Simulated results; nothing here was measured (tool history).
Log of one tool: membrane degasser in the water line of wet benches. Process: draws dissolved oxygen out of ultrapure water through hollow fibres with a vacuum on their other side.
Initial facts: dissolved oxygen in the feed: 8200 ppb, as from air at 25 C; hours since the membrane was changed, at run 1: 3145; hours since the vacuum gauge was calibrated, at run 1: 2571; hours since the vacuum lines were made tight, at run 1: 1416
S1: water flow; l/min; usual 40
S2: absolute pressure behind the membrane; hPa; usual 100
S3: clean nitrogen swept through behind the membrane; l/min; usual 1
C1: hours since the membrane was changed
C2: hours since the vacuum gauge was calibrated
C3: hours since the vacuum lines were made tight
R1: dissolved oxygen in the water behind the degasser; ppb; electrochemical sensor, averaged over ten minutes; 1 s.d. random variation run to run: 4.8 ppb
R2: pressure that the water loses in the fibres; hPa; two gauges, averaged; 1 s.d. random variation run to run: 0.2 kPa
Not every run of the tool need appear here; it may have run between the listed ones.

run    hour  S1   S2    S3    C1    C2    C3     R1     R2
  1       0  40  100     1  3145  2571  1416  582.3    470
  2    66.2  40  100     1  3211  2637  1482  590.3  475.3
  3   146.7  40  100     1  3291  2718  1562  587.3  470.7
  4   277.7  50  100     1  3422  2849  1693  713.1  595.1
  5   420.3  26  100     1  3565  2991  1836    398  308.6
  6   513.4  40  100     1  3658  3085  1929    592  472.6
  7   604.7  40  100  0.99  3749  3176  2020  591.3    472
  8   757.7  40  153  0.99  3902  3329  2173  956.7    474
  9   839.5  40  153  0.99  3984  3411  2255  954.5    479
 10   968.8  42  100     1  4113  3540  2385  615.9    500
 11  1084.9  40  100     1  4229  3656  2501  577.9  472.9
 12  1233.5  40  100  2.96  4378  3805  2649  286.7  474.7
 13  1321.9  40  100  2.96  4466  3893  2738  283.6  477.9
 14  1406.3  40  100  2.96  4551  3978  2822  284.3  475.9

What will run 15 give?
 15  1498.1  40  100  2.96  4643  4069  2914   ?   ?

{"run 15": {"R1": 280.6, "R2": 476.7}}
If the tool had no hidden condition, the same run with the same run-to-run variation would have returned R1 267.1 ppb, R2 459.9 hPa.
